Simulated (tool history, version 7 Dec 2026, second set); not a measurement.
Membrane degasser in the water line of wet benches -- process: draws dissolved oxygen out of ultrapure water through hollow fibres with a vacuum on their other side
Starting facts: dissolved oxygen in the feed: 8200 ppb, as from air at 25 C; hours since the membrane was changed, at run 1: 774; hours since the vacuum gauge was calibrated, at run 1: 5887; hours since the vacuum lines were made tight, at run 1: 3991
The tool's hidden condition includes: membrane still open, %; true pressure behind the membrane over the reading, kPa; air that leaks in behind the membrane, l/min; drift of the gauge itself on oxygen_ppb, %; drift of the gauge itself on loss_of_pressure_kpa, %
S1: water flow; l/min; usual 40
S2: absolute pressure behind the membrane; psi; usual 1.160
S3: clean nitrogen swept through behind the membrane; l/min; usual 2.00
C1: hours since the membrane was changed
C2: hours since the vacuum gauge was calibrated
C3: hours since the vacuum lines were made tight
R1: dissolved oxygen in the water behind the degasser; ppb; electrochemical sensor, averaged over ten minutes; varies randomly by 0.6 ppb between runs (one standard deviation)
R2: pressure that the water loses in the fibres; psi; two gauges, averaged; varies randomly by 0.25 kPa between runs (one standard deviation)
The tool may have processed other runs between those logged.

run 1 hour=0.0 | S1=40 S2=1.160 S3=2.00 | C1=774 C2=5887 C3=3991 | R1=227.3 R2=9.678
run 2 hour=36.6 | S1=40 S2=1.160 S3=2.00 | C1=811 C2=5924 C3=4027 | R1=226.3 R2=9.696
run 3 hour=70.9 | S1=40 S2=1.160 S3=2.00 | C1=845 C2=5958 C3=4061 | R1=226.7 R2=9.649
run 4 hour=123.8 | S1=40 S2=1.160 S3=2.00 | C1=898 C2=6011 C3=4114 | R1=226.3 R2=9.707
run 5 hour=180.4 | S1=40 S2=1.160 S3=2.00 | C1=955 C2=6068 C3=4171 | R1=226.9 R2=9.738
run 6 hour=219.9 | S1=40 S2=2.264 S3=2.00 | C1=994 C2=6107 C3=4210 | R1=538.4 R2=9.684
run 7 hour=248.6 | S1=40 S2=2.264 S3=2.00 | C1=1023 C2=6136 C3=4239 | R1=540.6 R2=9.694
run 8 hour=283.2 | S1=24 S2=1.160 S3=1.45 | C1=1057 C2=6171 C3=4274 | R1=183.9 R2=5.817
run 9 hour=320.5 | S1=44 S2=1.110 S3=1.81 | C1=1095 C2=6208 C3=4311 | R1=255.3 R2=10.717

What does the tool deliver on the next run?
run 10 hour=373.4 | S1=38 S2=0.869 S3=1.81 | C1=1148 C2=6261 C3=4364 | R1=? R2=?

For run 10 the tool returned R1 143.7 ppb, R2 9.237 psi.
The same run, on a tool lacking any hidden state, would have yielded R1 134.8 ppb, R2 9.168 psi.
